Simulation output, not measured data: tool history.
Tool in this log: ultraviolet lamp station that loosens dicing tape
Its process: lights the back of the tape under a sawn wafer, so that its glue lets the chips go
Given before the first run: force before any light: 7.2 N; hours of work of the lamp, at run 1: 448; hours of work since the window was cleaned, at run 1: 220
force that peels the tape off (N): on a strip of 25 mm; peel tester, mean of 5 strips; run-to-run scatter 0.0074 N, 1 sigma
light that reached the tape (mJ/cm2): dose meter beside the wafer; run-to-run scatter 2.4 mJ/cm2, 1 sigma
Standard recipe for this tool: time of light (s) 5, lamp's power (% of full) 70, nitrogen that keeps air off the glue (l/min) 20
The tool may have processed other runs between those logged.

| run | day | time of light (s) | lamp's power (% of full) | nitrogen that keeps air off the glue (l/min) | hours of work of the lamp | hours of work since the window was cleaned | force that peels the tape off (N) | light that reached the tape (mJ/cm2) |
|---|---|---|---|---|---|---|---|---|
| 1 | 0 | 5 | 70 | 20 | 448 | 220 | 0.36 | 233 |
| 2 | 1.071 | 5 | 70 | 20 | 460 | 231 | 0.344 | 232 |
| 3 | 2.038 | 5 | 70 | 20 | 470 | 241 | 0.35 | 227 |
| 4 | 3.067 | 5 | 70 | 20 | 480 | 252 | 0.362 | 227 |
| 5 | 3.742 | 9 | 70 | 20 | 487 | 259 | 0.187 | 409 |
|  | 3.85 | window cleaned of glue's vapour |
| 6 | 4.538 | 9 | 70 | 20 | 495 | 7 | 0.181 | 412 |
| 7 | 5.742 | 5 | 70 | 20 | 508 | 20 | 0.38 | 227 |
| 8 | 7.075 | 8 | 61 | 25 | 522 | 34 | 0.208 | 312 |
| 9 | 8.258 | 6 | 70 | 19 | 534 | 46 | 0.284 | 269 |
| 10 | 9.5 | 5 | 72 | 19 | 547 | 59 | 0.388 | 222 |
| 11 | 10.767 | 5 | 97 | 19 | 560 | 72 | 0.224 | 306 |
| 12 | 11.542 | 5 | 97 | 19 | 568 | 80 | 0.227 | 305 |
|  | 12.038 | window cleaned of glue's vapour, once more |
| 13 | 12.983 | 4 | 70 | 6 | 583 | 10 | 1.24 | 186 |

Branching from run 13: 3 alternative next runs. What would each branch give?
| A | 13.692 | 4 | 73 | 6 | 590 | 17 | ? | ? |
| B | 13.692 | 5 | 71 | 16 | 590 | 17 | ? | ? |
| C | 13.692 | 2 | 70 | 6 | 590 | 17 | ? | ? |

| run | force that peels the tape off (N) | light that reached the tape (mJ/cm2) |
|---|---|---|
| A | 1.176 | 192 |
| B | 0.412 | 234 |
| C | 2.823 | 93 |
With no hidden state in the tool, these same runs would have given:
| run | force that peels the tape off (N) | light that reached the tape (mJ/cm2) |
|---|---|---|
| A | 0.907 | 222 |
| B | 0.313 | 272 |
| C | 2.458 | 108 |
